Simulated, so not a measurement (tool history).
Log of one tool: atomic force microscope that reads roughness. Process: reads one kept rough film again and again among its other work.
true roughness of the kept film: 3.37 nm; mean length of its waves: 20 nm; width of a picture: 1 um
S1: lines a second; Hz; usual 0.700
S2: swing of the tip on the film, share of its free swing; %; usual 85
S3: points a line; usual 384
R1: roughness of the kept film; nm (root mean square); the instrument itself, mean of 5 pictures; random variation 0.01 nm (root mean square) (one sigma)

{"run": 1, "hour": 0.0, "S1": 0.7, "S2": 85, "S3": 384, "R1": 2.365}
{"run": 2, "hour": 18.9, "S1": 0.7, "S2": 85, "S3": 384, "R1": 2.352}
{"run": 3, "hour": 33.5, "S1": 0.7, "S2": 85, "S3": 384, "R1": 2.342}
{"run": 4, "hour": 52.4, "S1": 0.7, "S2": 85, "S3": 384, "R1": 2.356}
{"run": 5, "hour": 64.1, "S1": 0.7, "S2": 85, "S3": 384, "R1": 2.317}
{"hour": 68.8, "done": "new tip fitted"}
{"run": 6, "hour": 84.8, "S1": 0.7, "S2": 85, "S3": 384, "R1": 2.362}
{"run": 7, "hour": 102.2, "S1": 0.7, "S2": 85, "S3": 384, "R1": 2.339}
{"run": 8, "hour": 116.0, "S1": 0.7, "S2": 85, "S3": 530, "R1": 2.376}
{"run": 9, "hour": 125.9, "S1": 2.632, "S2": 77, "S3": 530, "R1": 2.187}
{"run": 10, "hour": 142.5, "S1": 2.632, "S2": 77, "S3": 530, "R1": 2.196}
{"run": 11, "hour": 161.7, "S1": 3.135, "S2": 78, "S3": 907, "R1": 2.123}
{"run": 12, "hour": 180.5, "S1": 3.281, "S2": 85, "S3": 612, "R1": 1.978}
{"run": 13, "hour": 190.4, "S1": 3.281, "S2": 85, "S3": 612, "R1": 1.979}
{"run": 14, "hour": 200.0, "S1": 1.79, "S2": 61, "S3": 612, "R1": 2.412}
{"run": 15, "hour": 217.6, "S1": 1.79, "S2": 61, "S3": 612, "R1": 2.418}
{"run": 16, "hour": 226.4, "S1": 1.167, "S2": 71, "S3": 384, "R1": 2.372}

4 ways to go on from here, each from the tool as it stands after run 16. What would each give?
{"run": "A", "hour": 239.7, "S1": 2.403, "S2": 71, "S3": 510, "R1": "?"}
{"run": "B", "hour": 239.7, "S1": 1.878, "S2": 86, "S3": 920, "R1": "?"}
{"run": "C", "hour": 239.7, "S1": 1.923, "S2": 78, "S3": 917, "R1": "?"}
{"run": "D", "hour": 239.7, "S1": 0.754, "S2": 60, "S3": 488, "R1": "?"}

run=A R1=2.279
run=B R1=2.161
run=C R1=2.252
run=D R1=2.454
Without the tool's hidden state the same runs would have given:
run=A R1=2.286
run=B R1=2.168
run=C R1=2.260
run=D R1=2.462

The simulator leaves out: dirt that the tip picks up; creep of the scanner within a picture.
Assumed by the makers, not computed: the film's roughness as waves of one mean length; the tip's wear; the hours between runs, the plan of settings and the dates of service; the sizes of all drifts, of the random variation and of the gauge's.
